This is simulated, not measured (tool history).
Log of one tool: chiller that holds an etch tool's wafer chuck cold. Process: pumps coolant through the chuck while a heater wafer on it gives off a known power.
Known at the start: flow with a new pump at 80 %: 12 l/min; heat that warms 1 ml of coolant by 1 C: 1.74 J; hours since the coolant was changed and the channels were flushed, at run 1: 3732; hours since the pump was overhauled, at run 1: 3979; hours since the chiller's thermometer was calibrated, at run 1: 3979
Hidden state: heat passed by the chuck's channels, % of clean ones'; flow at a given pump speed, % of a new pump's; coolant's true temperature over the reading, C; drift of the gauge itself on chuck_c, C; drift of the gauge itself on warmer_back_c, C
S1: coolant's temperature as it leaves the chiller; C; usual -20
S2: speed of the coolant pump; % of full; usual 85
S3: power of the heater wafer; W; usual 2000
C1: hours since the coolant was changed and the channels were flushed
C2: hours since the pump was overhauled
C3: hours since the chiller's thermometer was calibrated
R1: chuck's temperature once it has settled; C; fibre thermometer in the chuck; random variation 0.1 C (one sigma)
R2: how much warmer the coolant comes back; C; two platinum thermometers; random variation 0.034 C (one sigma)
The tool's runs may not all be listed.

run 1 day=0.000 | S1=-20 S2=85 S3=2000 | C1=3732 C2=3979 C3=3979 | R1=0.1 R2=6.11
run 2 day=6.221 | S1=-20 S2=85 S3=2815 | C1=3882 C2=4129 C3=4129 | R1=8.0 R2=8.67
run 3 day=9.767 | S1=-20 S2=85 S3=2815 | C1=3967 C2=4214 C3=4214 | R1=8.4 R2=8.65
run 4 day=12.638 | S1=-20 S2=85 S3=2815 | C1=4036 C2=4283 C3=4283 | R1=8.4 R2=8.66
run 5 day=18.308 | S1=-20 S2=85 S3=2000 | C1=4172 C2=4419 C3=4419 | R1=0.6 R2=6.19
run 6 day=24.883 | S1=-20 S2=85 S3=2000 | C1=4330 C2=4577 C3=4577 | R1=0.8 R2=6.19
run 7 day=30.858 | S1=-20 S2=85 S3=2000 | C1=4473 C2=4720 C3=4720 | R1=1.2 R2=6.26
run 8 day=33.538 | S1=-20 S2=85 S3=2000 | C1=4537 C2=4784 C3=4784 | R1=1.2 R2=6.29
-- day=39.771 chiller's thermometer calibrated
run 9 day=39.771 | S1=-20 S2=85 S3=2000 | C1=4686 C2=4933 C3=0 | R1=1.9 R2=6.31
-- day=42.938 coolant pump overhauled
run 10 day=43.283 | S1=-20 S2=85 S3=2000 | C1=4765 C2=8 C3=79 | R1=0.0 R2=5.34
run 11 day=49.421 | S1=-20 S2=85 S3=2000 | C1=4913 C2=156 C3=227 | R1=0.3 R2=5.41
-- day=54.225 chiller's thermometer calibrated, once more
run 12 day=54.225 | S1=-20 S2=90 S3=2000 | C1=5027 C2=270 C3=0 | R1=-2.0 R2=5.09
run 13 day=58.667 | S1=-20 S2=85 S3=2068 | C1=5133 C2=376 C3=107 | R1=-0.8 R2=5.62
run 14 day=62.971 | S1=-12 S2=85 S3=2000 | C1=5237 C2=480 C3=210 | R1=6.8 R2=5.46
-- day=65.421 coolant changed, channels flushed
run 15 day=66.108 | S1=-12 S2=85 S3=2000 | C1=17 C2=549 C3=279 | R1=3.8 R2=5.46
run 16 day=69.408 | S1=-12 S2=85 S3=2000 | C1=96 C2=628 C3=358 | R1=3.9 R2=5.45
run 17 day=73.538 | S1=-10 S2=70 S3=1624 | C1=195 C2=727 C3=458 | R1=4.8 R2=5.39
run 18 day=79.858 | S1=-15 S2=85 S3=2167 | C1=347 C2=879 C3=609 | R1=2.4 R2=5.96
run 19 day=86.408 | S1=-27 S2=81 S3=2093 | C1=504 C2=1036 C3=766 | R1=-9.6 R2=6.05
run 20 day=90.658 | S1=-20 S2=85 S3=2783 | C1=606 C2=1138 C3=868 | R1=2.7 R2=7.58
run 21 day=97.279 | S1=-10 S2=62 S3=1199 | C1=765 C2=1297 C3=1027 | R1=2.3 R2=4.71

Forecast run 22:
run 22 day=101.312 | S1=-10 S2=62 S3=1199 | C1=861 C2=1394 C3=1124 | R1=? R2=?

{"run 22": {"R1": 2.2, "R2": 4.68}}
Without the tool's hidden state the same run would have given R1 1.4 C, R2 4.56 C.
